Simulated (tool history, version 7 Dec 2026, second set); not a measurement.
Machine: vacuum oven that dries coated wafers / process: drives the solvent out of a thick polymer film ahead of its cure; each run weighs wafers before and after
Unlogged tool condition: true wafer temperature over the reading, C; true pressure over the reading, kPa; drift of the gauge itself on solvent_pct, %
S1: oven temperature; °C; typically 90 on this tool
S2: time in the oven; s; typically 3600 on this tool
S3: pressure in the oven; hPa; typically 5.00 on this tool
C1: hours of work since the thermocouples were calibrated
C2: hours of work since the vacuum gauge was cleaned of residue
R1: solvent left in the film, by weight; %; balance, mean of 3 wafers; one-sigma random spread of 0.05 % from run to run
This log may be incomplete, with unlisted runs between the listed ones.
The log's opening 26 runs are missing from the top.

run,hour,S1,S2,S3,C1,C2,R1
27,1149.4,105,4800,17.97,885,2006,0.56
28,1198.0,105,4800,17.97,923,2044,0.70
29,1252.4,105,4800,17.97,965,2086,0.65
30,1283.5,105,4800,17.97,989,2110,0.59
# hour 1308.7: oven's thermocouples calibrated
31,1346.6,105,4800,17.97,29,2157,0.76
32,1380.7,94,4980,11.81,55,2183,1.03
33,1425.9,91,4980,8.64,90,2218,1.17
34,1480.6,84,5820,5.89,132,2260,1.51
35,1531.0,82,3480,5.50,171,2299,3.82
36,1587.1,83,3180,4.11,214,2342,4.01
37,1622.2,104,4560,7.81,241,2369,0.42
38,1669.3,105,2160,8.82,278,2405,1.74
39,1715.8,90,5880,15.62,314,2441,1.32

What if the next run were any one of these 4? Each begins from the tool's condition after run 39:
A,1773.2,80,3660,3.31,358,2485,?
B,1773.2,87,3600,5.00,358,2485,?
C,1773.2,99,5100,5.41,358,2485,?
D,1773.2,90,3720,8.57,358,2485,?

run,R1
A,3.96
B,2.56
C,0.62
D,2.11
Take away the tool's hidden state, keep each run's random variation, and the runs would have read:
run,R1
A,3.50
B,2.18
C,0.35
D,1.75
